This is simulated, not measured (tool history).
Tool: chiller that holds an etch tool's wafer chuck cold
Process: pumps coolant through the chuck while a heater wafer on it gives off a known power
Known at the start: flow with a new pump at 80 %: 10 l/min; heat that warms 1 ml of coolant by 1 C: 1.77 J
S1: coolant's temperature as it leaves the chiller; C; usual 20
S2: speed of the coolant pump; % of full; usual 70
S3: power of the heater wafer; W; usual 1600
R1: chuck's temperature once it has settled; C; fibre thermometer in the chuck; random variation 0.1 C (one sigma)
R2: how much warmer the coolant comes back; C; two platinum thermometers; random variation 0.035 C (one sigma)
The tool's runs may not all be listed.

{"run": 1, "hour": 0.0, "S1": 20, "S2": 70, "S3": 1600, "R1": 34.0, "R2": 6.29}
{"run": 2, "hour": 155.2, "S1": 20, "S2": 70, "S3": 1600, "R1": 34.1, "R2": 6.18}
{"run": 3, "hour": 304.9, "S1": 20, "S2": 70, "S3": 1600, "R1": 34.1, "R2": 6.25}
{"run": 4, "hour": 425.1, "S1": 16, "S2": 70, "S3": 1600, "R1": 29.9, "R2": 6.25}
{"run": 5, "hour": 576.7, "S1": 16, "S2": 70, "S3": 1600, "R1": 29.9, "R2": 6.26}
{"run": 6, "hour": 671.8, "S1": 20, "S2": 70, "S3": 1600, "R1": 33.8, "R2": 6.23}
{"run": 7, "hour": 760.4, "S1": 20, "S2": 70, "S3": 1600, "R1": 34.1, "R2": 6.22}
{"run": 8, "hour": 859.4, "S1": 20, "S2": 70, "S3": 1141, "R1": 29.8, "R2": 4.46}
{"run": 9, "hour": 990.6, "S1": 20, "S2": 70, "S3": 1141, "R1": 29.9, "R2": 4.46}
{"run": 10, "hour": 1067.5, "S1": 20, "S2": 92, "S3": 1141, "R1": 28.3, "R2": 3.45}
{"run": 11, "hour": 1213.7, "S1": 11, "S2": 70, "S3": 1600, "R1": 24.9, "R2": 6.25}
{"run": 12, "hour": 1344.5, "S1": 20, "S2": 60, "S3": 1600, "R1": 35.7, "R2": 7.26}
{"run": 13, "hour": 1460.9, "S1": 20, "S2": 60, "S3": 1600, "R1": 35.6, "R2": 7.28}
{"run": 14, "hour": 1611.4, "S1": 20, "S2": 70, "S3": 1600, "R1": 34.1, "R2": 6.26}
{"run": 15, "hour": 1734.1, "S1": 20, "S2": 70, "S3": 1600, "R1": 34.1, "R2": 6.34}
{"run": 16, "hour": 1837.5, "S1": 20, "S2": 70, "S3": 1600, "R1": 34.2, "R2": 6.36}
{"run": 17, "hour": 1913.8, "S1": 20, "S2": 70, "S3": 1600, "R1": 34.4, "R2": 6.45}
{"run": 18, "hour": 1981.1, "S1": 11, "S2": 85, "S3": 941, "R1": 18.0, "R2": 3.18}
{"run": 19, "hour": 2056.3, "S1": 11, "S2": 85, "S3": 941, "R1": 18.1, "R2": 3.16}
{"run": 20, "hour": 2145.8, "S1": 20, "S2": 70, "S3": 866, "R1": 27.5, "R2": 3.46}
{"run": 21, "hour": 2247.8, "S1": 22, "S2": 70, "S3": 866, "R1": 29.4, "R2": 3.49}
{"run": 22, "hour": 2376.6, "S1": 18, "S2": 80, "S3": 804, "R1": 25.0, "R2": 2.88}
{"run": 23, "hour": 2457.9, "S1": 30, "S2": 80, "S3": 804, "R1": 37.0, "R2": 2.89}
{"run": 24, "hour": 2579.1, "S1": 20, "S2": 68, "S3": 1600, "R1": 35.7, "R2": 6.69}
{"run": 25, "hour": 2708.2, "S1": 20, "S2": 68, "S3": 1600, "R1": 35.2, "R2": 6.37}
{"run": 26, "hour": 2790.7, "S1": 20, "S2": 68, "S3": 1600, "R1": 35.2, "R2": 6.4}
{"run": 27, "hour": 2889.8, "S1": 21, "S2": 88, "S3": 1292, "R1": 31.6, "R2": 3.99}
{"run": 28, "hour": 3009.0, "S1": 21, "S2": 88, "S3": 1292, "R1": 31.6, "R2": 3.98}
{"run": 29, "hour": 3089.8, "S1": 21, "S2": 88, "S3": 1292, "R1": 31.6, "R2": 4.01}
{"run": 30, "hour": 3219.5, "S1": 14, "S2": 81, "S3": 2144, "R1": 32.4, "R2": 7.25}
{"run": 31, "hour": 3331.2, "S1": 14, "S2": 81, "S3": 2144, "R1": 32.5, "R2": 7.21}
{"run": 32, "hour": 3429.1, "S1": 14, "S2": 81, "S3": 2144, "R1": 30.3, "R2": 7.25}
{"run": 33, "hour": 3502.9, "S1": 20, "S2": 70, "S3": 1178, "R1": 29.7, "R2": 4.63}

Not shown: 4 entries that the log had between the listed runs. Between which runs, and how does the tool's hidden state differ before and after?
Between runs 15 and 16: coolant pump overhauled (hour 1746.0)
  heat passed by the chuck's channels, % of clean ones': 87 -> 86.8; flow at a given pump speed, % of a new pump's: 97.9 -> 96.4; coolant's true temperature over the reading, C: -0.79 -> -0.8
  measured less the result without the state, R1: +0.8 -> +1.0 C; R2: +0.13 -> +0.23 C
Between runs 21 and 22: chiller's thermometer calibrated (hour 2344.6)
  heat passed by the chuck's channels, % of clean ones': 86.1 -> 85.9; flow at a given pump speed, % of a new pump's: 96.1 -> 96; coolant's true temperature over the reading, C: -0.86 -> 0.05
  measured less the result without the state, R1: +0.2 -> +0.9 C; R2: +0.13 -> +0.12 C
Between runs 24 and 25: coolant pump overhauled, once more (hour 2678.4)
  heat passed by the chuck's channels, % of clean ones': 85.6 -> 85.4; flow at a given pump speed, % of a new pump's: 95.8 -> 99.6; coolant's true temperature over the reading, C: 0.02 -> 0
  measured less the result without the state, R1: +2.0 -> +1.7 C; R2: +0.28 -> +0.03 C
Between runs 31 and 32: coolant changed, channels flushed (hour 3399.7)
  heat passed by the chuck's channels, % of clean ones': 84.3 -> 99.9; flow at a given pump speed, % of a new pump's: 99.1 -> 99; coolant's true temperature over the reading, C: -0.09 -> -0.11
  measured less the result without the state, R1: +2.2 -> +0.1 C; R2: +0.06 -> +0.07 C
